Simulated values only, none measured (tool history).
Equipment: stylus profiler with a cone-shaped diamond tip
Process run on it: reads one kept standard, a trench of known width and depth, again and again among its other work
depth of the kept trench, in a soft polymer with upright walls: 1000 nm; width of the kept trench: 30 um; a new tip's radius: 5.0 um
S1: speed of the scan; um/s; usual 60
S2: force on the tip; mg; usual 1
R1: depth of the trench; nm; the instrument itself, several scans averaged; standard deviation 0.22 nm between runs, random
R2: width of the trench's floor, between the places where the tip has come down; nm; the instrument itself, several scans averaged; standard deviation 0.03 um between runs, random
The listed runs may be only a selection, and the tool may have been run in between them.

run	hour	S1	S2	R1	R2
1	0	60	1	1003.67	23440
2	17.2	60	0.73	1002.48	23320
3	34.1	60	0.73	1003.23	23290
4	47.2	60	0.73	1002.62	23310
5	64.7	60	1.52	1004.9	23460
6	80.1	154	1.52	1004.48	22760
7	94.9	154	1.52	1005	22780
8	106.3	154	1.52	1004.67	22760
9	116.9	154	1.52	1004.64	22750
10	127.9	154	1.52	1004.41	22780
11	136.1	60	0.68	1002.8	23280
12	151.6	60	0.68	1002.83	23280
13	160.8	60	1	1003.41	23360
14	168.8	60	1	1003.97	23350
15	185.4	60	1	1003.71	23400
16	195	60	2.55	1006.68	23600
17	207.2	60	2.55	1006.96	23600
18	222.5	60	0.59	1002.32	23220
19	238.5	60	1	1003.79	23350
20	255.6	60	0.51	1002.03	23190
21	269.2	60	0.51	1002.26	23130
22	280.6	60	0.51	1002.17	23190
23	292.7	60	0.36	1001.72	23040
24	302.4	60	0.6	1002.08	23250
25	314.2	64	0.64	1002.89	23250
26	323.4	64	0.64	1002.3	23220
27	334.6	18	0.37	1001.68	23660
28	345.6	18	0.37	1001.57	23740
29	362.7	214	0.71	1003.24	21550
30	373.1	214	0.71	1002.63	21500
31	383.8	214	0.71	1002.91	21570
32	392.1	214	0.71	1002.83	21440
33	399.6	214	0.71	1003.33	21550
34	410.7	18	0.53	1002.27	23770
35	423.7	18	0.53	1002.29	23750
36	440.3	18	0.55	1002.37	23760
37	451	192	1.22	1004.18	22280
38	464.4	192	1.22	1003.98	22280
39	477.5	192	1.22	1003.9	22260
40	496.1	117	0.85	1003.01	22740
41	506.8	19	1	1003.87	23850
42	523.7	33	1.6	1005.12	23760
43	539	33	1.6	1004.77	23710
44	553	33	1.6	1004.87	23730
45	568.8	33	1.6	1004.4	23780
46	581.7	104	0.64	1002.98	22720

Below are 5 alternative next runs, each starting from the tool's condition after run 46. Predict each:
A	589.5	106	0.72	?	?
B	589.5	60	2.63	?	?
C	589.5	98	2.62	?	?
D	589.5	208	2.56	?	?
E	589.5	52	1.51	?	?

run	R1	R2
A	1003.01	22750
B	1006.72	23640
C	1007.04	23370
D	1007.08	22740
E	1004.45	23580
What these runs would have given with no unlogged condition in the tool:
run	R1	R2
A	1003	22750
B	1006.71	23650
C	1007.03	23380
D	1007.07	22750
E	1004.44	23590
